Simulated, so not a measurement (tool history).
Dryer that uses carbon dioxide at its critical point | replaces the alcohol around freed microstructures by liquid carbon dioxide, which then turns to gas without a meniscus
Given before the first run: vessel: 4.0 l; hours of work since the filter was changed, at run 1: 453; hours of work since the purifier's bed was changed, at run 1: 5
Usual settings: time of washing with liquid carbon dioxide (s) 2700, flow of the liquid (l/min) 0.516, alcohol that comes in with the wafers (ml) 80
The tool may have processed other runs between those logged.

run,hour,time of washing with liquid carbon dioxide (s),flow of the liquid (l/min),alcohol that comes in with the wafers (ml),hours of work since the filter was changed,hours of work since the purifier's bed was changed,alcohol left in the vessel before it's heated (ppm by volume)
1,0.0,2700,0.516,80,453,5,261
2,7.4,2700,0.516,80,458,10,254
3,14.6,2700,0.516,80,464,15,262
4,19.7,2700,0.516,80,468,19,263
5,29.5,2700,0.516,80,475,27,259
6,39.2,2700,0.516,80,482,34,271
7,44.4,2700,0.516,80,486,38,265
8,48.6,2700,0.516,80,489,41,280
9,57.8,2700,0.516,80,496,48,276
10,62.7,2700,0.516,80,500,52,271
11,71.8,2700,0.430,80,507,58,549
12,80.2,2700,0.331,32,513,65,506
13,87.4,2160,0.516,59,518,70,497
14,94.1,2040,0.516,48,523,75,479
15,99.9,1920,0.571,48,528,80,438
16,108.3,2280,0.487,80,534,86,665
17,114.3,2280,0.487,27,539,90,235
18,119.7,2100,0.516,80,543,94,731
19,127.7,2280,0.869,80,549,100,57
20,135.8,3180,0.637,111,555,106,71
21,144.1,3180,0.346,67,561,113,577
22,149.3,3180,0.346,67,565,117,592

Measured result minus the same run's result without the hidden state. Both carry the same run-to-run variation, though not necessarily the same gauge scatter:
The tool's hidden condition here consists of: flow that reaches the vessel past the clogged filter, %; alcohol in the recycled carbon dioxide, ppm; drift of the gauge itself on alcohol_ppm, %.
run,alcohol left in the vessel before it's heated (ppm by volume)
1,+96
2,+98
3,+100
4,+102
5,+105
6,+105
7,+107
8,+112
9,+113
10,+113
11,+201
12,+154
13,+178
14,+169
15,+160
16,+243
17,+91
18,+269
19,+40
20,+46
21,+221
22,+230
